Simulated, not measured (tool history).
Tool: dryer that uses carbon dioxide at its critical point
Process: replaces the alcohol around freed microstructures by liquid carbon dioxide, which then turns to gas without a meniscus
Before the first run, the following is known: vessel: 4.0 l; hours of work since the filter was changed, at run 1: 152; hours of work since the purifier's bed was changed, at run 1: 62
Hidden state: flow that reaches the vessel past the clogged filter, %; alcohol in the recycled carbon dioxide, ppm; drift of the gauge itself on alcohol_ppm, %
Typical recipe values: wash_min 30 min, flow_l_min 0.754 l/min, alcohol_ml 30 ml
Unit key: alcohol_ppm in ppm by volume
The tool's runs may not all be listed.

run   hour  wash_min  flow_l_min  alcohol_ml  hours of work since the filter was changed  hours of work since the purifier's bed was changed  alcohol_ppm
  1    0.0        30       0.754          30                                         152                                                  62          123
  2   12.6        30       0.754          30                                         159                                                  69          122
  3   19.7        30       0.754          30                                         163                                                  73          133
  4   27.9        30       0.754          30                                         167                                                  78          125
  5   35.8        30       0.754          30                                         171                                                  82          138
  6   48.1        30       0.754          28                                         178                                                  89          129
  7   54.0        30       0.754          28                                         182                                                  92          136
      57.0  -- inlet filter changed
  8   66.5        30       0.754          39                                           5                                                  99           92
  9   75.7        30       0.754          30                                          10                                                 104           71
 10   84.5        30       0.754          45                                          15                                                 109          102
 11   94.1        30       0.754          45                                          21                                                 114          107
 12  100.8        30       0.754          45                                          24                                                 118          114
 13  108.0        27       0.924          27                                          28                                                 122           60
 14  114.6        27       0.924          27                                          32                                                 126           66
 15  121.9        24       0.683          30                                          36                                                 130          265
 16  132.6        30       0.864         109                                          42                                                 136          145
 17  142.1        26       0.507          28                                          47                                                 141          470
 18  151.7        26       0.507          28                                          53                                                 146          451
 19  159.0        26       1.080          28                                          57                                                 150           47
 20  171.8        32       0.719          21                                          64                                                 157           80
 21  177.5        32       0.719          21                                          67                                                 161           82

What if the next run were any one of these 3? Each begins from the tool's condition after run 21:
  A  188.9        20       1.236          27                                          73                                                 167            ?
  B  188.9        47       0.494          42                                          73                                                 167            ?
  C  188.9        30       0.566          87                                          73                                                 167            ?

run  alcohol_ppm
  A           72
  B          105
  C          698
The same runs, with their run-to-run variation unchanged, on a tool lacking any hidden condition would have given:
run  alcohol_ppm
  A           28
  B           52
  C          522

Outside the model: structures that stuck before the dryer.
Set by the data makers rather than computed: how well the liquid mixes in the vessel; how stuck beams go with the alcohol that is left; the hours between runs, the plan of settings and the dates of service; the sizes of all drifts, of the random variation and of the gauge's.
